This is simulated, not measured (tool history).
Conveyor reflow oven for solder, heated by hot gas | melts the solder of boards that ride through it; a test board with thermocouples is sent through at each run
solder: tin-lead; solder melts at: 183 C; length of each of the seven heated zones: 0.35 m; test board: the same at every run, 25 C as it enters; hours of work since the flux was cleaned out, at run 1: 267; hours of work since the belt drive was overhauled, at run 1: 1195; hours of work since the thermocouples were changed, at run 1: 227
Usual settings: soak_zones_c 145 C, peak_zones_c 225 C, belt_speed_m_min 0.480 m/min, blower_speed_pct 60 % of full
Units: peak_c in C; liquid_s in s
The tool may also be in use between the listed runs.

run	hour	soak_zones_c	peak_zones_c	belt_speed_m_min	blower_speed_pct	hours of work since the flux was cleaned out	hours of work since the belt drive was overhauled	hours of work since the thermocouples were changed	peak_c	liquid_s
1	0.0	145	225	0.480	60	267	1195	227	208.8	60.9
2	47.3	145	225	0.424	60	295	1223	255	212.5	73.4
# hour 62.3: flux residue cleaned out of gas plates and filters
3	99.8	145	225	0.424	60	22	1251	283	212.6	73.2
4	132.7	145	225	0.480	60	42	1271	303	209.6	60.1
# hour 181.3: belt drive overhauled, speed set with a stopwatch
5	181.4	145	225	0.480	72	68	0	329	210.6	62.5
6	215.4	145	225	0.480	72	88	20	349	211.3	63.9
7	263.6	145	225	0.480	60	116	49	378	209.7	61.7
8	315.5	145	225	0.480	60	147	79	408	208.8	60.5
9	362.3	145	225	0.480	60	175	107	436	209.3	59.7
10	422.5	145	225	0.480	60	210	142	471	209.2	59.5
11	476.7	145	225	0.480	60	242	174	503	208.9	60.3
12	508.1	145	225	0.480	60	261	193	522	209.3	60.6
# hour 549.1: thermocouples of zones 6 and 7 changed
13	554.1	145	225	0.480	60	287	219	3	209.0	60.0
# hour 583.7: flux residue cleaned out of gas plates and filters
14	625.0	145	236	0.480	60	24	258	42	218.7	70.0
15	689.9	145	235	0.480	60	63	296	80	217.8	68.7
16	755.7	146	235	0.492	60	102	335	119	217.1	66.5
17	807.2	146	235	0.492	60	132	365	149	217.3	67.3
18	858.4	145	227	0.462	60	162	395	180	212.2	66.5
19	925.2	145	225	0.541	58	202	435	219	204.9	47.4
20	983.6	145	224	0.480	88	236	469	253	211.8	63.9
21	1017.8	134	225	0.553	80	256	489	274	206.1	45.2
22	1072.3	134	238	0.553	80	288	522	306	216.4	54.7
# hour 1101.8: flux residue cleaned out of gas plates and filters
23	1136.0	153	225	0.480	60	20	556	340	211.1	66.5
24	1189.7	160	229	0.577	80	52	588	372	213.6	59.6
25	1226.5	133	233	0.561	87	74	610	394	212.9	49.5
26	1286.5	145	225	0.574	63	109	645	429	204.7	44.0
27	1315.9	145	225	0.574	63	126	662	447	204.7	43.2
28	1351.4	145	225	0.574	63	147	683	467	204.3	43.8
29	1410.2	150	225	0.412	63	182	718	502	214.5	81.5

Forecast each of these 5 alternatives for the next run:
A	1455.4	150	218	0.425	75	209	745	529	?	?
B	1455.4	135	225	0.480	60	209	745	529	?	?
C	1455.4	140	225	0.393	69	209	745	529	?	?
D	1455.4	152	225	0.412	63	209	745	529	?	?
E	1455.4	145	225	0.491	60	209	745	529	?	?

run	peak_c	liquid_s
A	208.9	73.7
B	207.8	53.0
C	215.0	81.1
D	214.9	82.8
E	208.6	58.0
Without the tool's hidden state the same runs would have given:
run	peak_c	liquid_s
A	208.8	73.5
B	207.8	53.0
C	215.0	81.0
D	214.8	82.6
E	208.5	57.9

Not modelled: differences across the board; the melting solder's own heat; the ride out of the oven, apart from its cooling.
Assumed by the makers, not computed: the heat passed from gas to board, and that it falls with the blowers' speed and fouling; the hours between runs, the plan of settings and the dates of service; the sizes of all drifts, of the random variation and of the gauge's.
